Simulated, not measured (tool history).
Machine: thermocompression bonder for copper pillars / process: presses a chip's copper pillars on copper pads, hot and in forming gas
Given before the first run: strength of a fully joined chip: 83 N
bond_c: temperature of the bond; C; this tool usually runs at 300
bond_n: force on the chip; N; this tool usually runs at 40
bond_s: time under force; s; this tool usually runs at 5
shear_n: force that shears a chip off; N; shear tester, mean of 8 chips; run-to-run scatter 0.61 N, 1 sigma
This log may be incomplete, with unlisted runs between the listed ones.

{"run": 1, "day": 0.0, "bond_c": 300, "bond_n": 40, "bond_s": 5, "shear_n": 31.6}
{"run": 2, "day": 0.396, "bond_c": 300, "bond_n": 40, "bond_s": 5, "shear_n": 32.8}
{"run": 3, "day": 0.671, "bond_c": 303, "bond_n": 40, "bond_s": 5, "shear_n": 32.7}
{"run": 4, "day": 1.038, "bond_c": 300, "bond_n": 40, "bond_s": 5, "shear_n": 31.7}
{"run": 5, "day": 1.446, "bond_c": 300, "bond_n": 40, "bond_s": 5, "shear_n": 30.5}
{"run": 6, "day": 1.696, "bond_c": 300, "bond_n": 39, "bond_s": 5, "shear_n": 30.7}
{"run": 7, "day": 1.871, "bond_c": 300, "bond_n": 39, "bond_s": 5, "shear_n": 31.7}
{"run": 8, "day": 2.221, "bond_c": 300, "bond_n": 39, "bond_s": 5, "shear_n": 29.8}
{"run": 9, "day": 2.483, "bond_c": 300, "bond_n": 39, "bond_s": 5, "shear_n": 31.8}
{"run": 10, "day": 2.667, "bond_c": 300, "bond_n": 39, "bond_s": 5, "shear_n": 30.7}
{"run": 11, "day": 2.875, "bond_c": 300, "bond_n": 40, "bond_s": 5, "shear_n": 31.4}
{"run": 12, "day": 3.292, "bond_c": 322, "bond_n": 40, "bond_s": 5, "shear_n": 41.5}
{"run": 13, "day": 3.671, "bond_c": 300, "bond_n": 40, "bond_s": 14, "shear_n": 42.8}
{"run": 14, "day": 3.946, "bond_c": 300, "bond_n": 40, "bond_s": 14, "shear_n": 44.3}
{"run": 15, "day": 4.188, "bond_c": 300, "bond_n": 40, "bond_s": 11, "shear_n": 40.2}
{"run": 16, "day": 4.371, "bond_c": 300, "bond_n": 40, "bond_s": 5, "shear_n": 30.2}
{"run": 17, "day": 4.696, "bond_c": 300, "bond_n": 40, "bond_s": 5, "shear_n": 30.7}
{"run": 18, "day": 4.992, "bond_c": 300, "bond_n": 40, "bond_s": 5, "shear_n": 30.6}
{"run": 19, "day": 5.312, "bond_c": 300, "bond_n": 40, "bond_s": 5, "shear_n": 28.7}
{"run": 20, "day": 5.638, "bond_c": 300, "bond_n": 40, "bond_s": 5, "shear_n": 30.1}
{"run": 21, "day": 5.879, "bond_c": 301, "bond_n": 56, "bond_s": 3, "shear_n": 30.1}
{"run": 22, "day": 6.188, "bond_c": 301, "bond_n": 53, "bond_s": 13, "shear_n": 47.2}
{"run": 23, "day": 6.492, "bond_c": 290, "bond_n": 30, "bond_s": 5, "shear_n": 20.8}
{"run": 24, "day": 6.675, "bond_c": 300, "bond_n": 40, "bond_s": 3, "shear_n": 24.9}
{"run": 25, "day": 6.904, "bond_c": 273, "bond_n": 60, "bond_s": 3, "shear_n": 20}
{"run": 26, "day": 7.162, "bond_c": 273, "bond_n": 60, "bond_s": 3, "shear_n": 19.4}
{"run": 27, "day": 7.383, "bond_c": 273, "bond_n": 60, "bond_s": 3, "shear_n": 19.4}
{"run": 28, "day": 7.617, "bond_c": 315, "bond_n": 38, "bond_s": 3, "shear_n": 28.3}
{"run": 29, "day": 7.929, "bond_c": 300, "bond_n": 29, "bond_s": 5, "shear_n": 24.1}
{"run": 30, "day": 8.304, "bond_c": 325, "bond_n": 37, "bond_s": 5, "shear_n": 39}
{"day": 8.504, "done": "forming gas filter changed"}
{"run": 31, "day": 8.65, "bond_c": 317, "bond_n": 44, "bond_s": 12, "shear_n": 57.6}
{"run": 32, "day": 9.017, "bond_c": 308, "bond_n": 44, "bond_s": 14, "shear_n": 52.7}
{"run": 33, "day": 9.354, "bond_c": 325, "bond_n": 56, "bond_s": 5, "shear_n": 52}
{"run": 34, "day": 9.7, "bond_c": 328, "bond_n": 26, "bond_s": 9, "shear_n": 44.7}
{"run": 35, "day": 9.95, "bond_c": 300, "bond_n": 40, "bond_s": 12, "shear_n": 43.8}
{"run": 36, "day": 10.333, "bond_c": 272, "bond_n": 40, "bond_s": 3, "shear_n": 15.6}
{"run": 37, "day": 10.508, "bond_c": 272, "bond_n": 40, "bond_s": 3, "shear_n": 15.4}
{"day": 10.767, "done": "force cell calibrated"}
{"run": 38, "day": 10.954, "bond_c": 290, "bond_n": 33, "bond_s": 5, "shear_n": 24.5}
{"run": 39, "day": 11.333, "bond_c": 290, "bond_n": 27, "bond_s": 5, "shear_n": 21.7}

Here are 3 independent what-if runs from the current tool condition. What would each one return?
{"run": "A", "day": 11.712, "bond_c": 321, "bond_n": 40, "bond_s": 7, "shear_n": "?"}
{"run": "B", "day": 11.712, "bond_c": 287, "bond_n": 30, "bond_s": 10, "shear_n": "?"}
{"run": "C", "day": 11.712, "bond_c": 300, "bond_n": 53, "bond_s": 5, "shear_n": "?"}

run=A shear_n=47.7
run=B shear_n=30.1
run=C shear_n=38.4
Stripped of hidden state, with their random variation kept, the same runs would have yielded:
run=A shear_n=50.3
run=B shear_n=32
run=C shear_n=40.7

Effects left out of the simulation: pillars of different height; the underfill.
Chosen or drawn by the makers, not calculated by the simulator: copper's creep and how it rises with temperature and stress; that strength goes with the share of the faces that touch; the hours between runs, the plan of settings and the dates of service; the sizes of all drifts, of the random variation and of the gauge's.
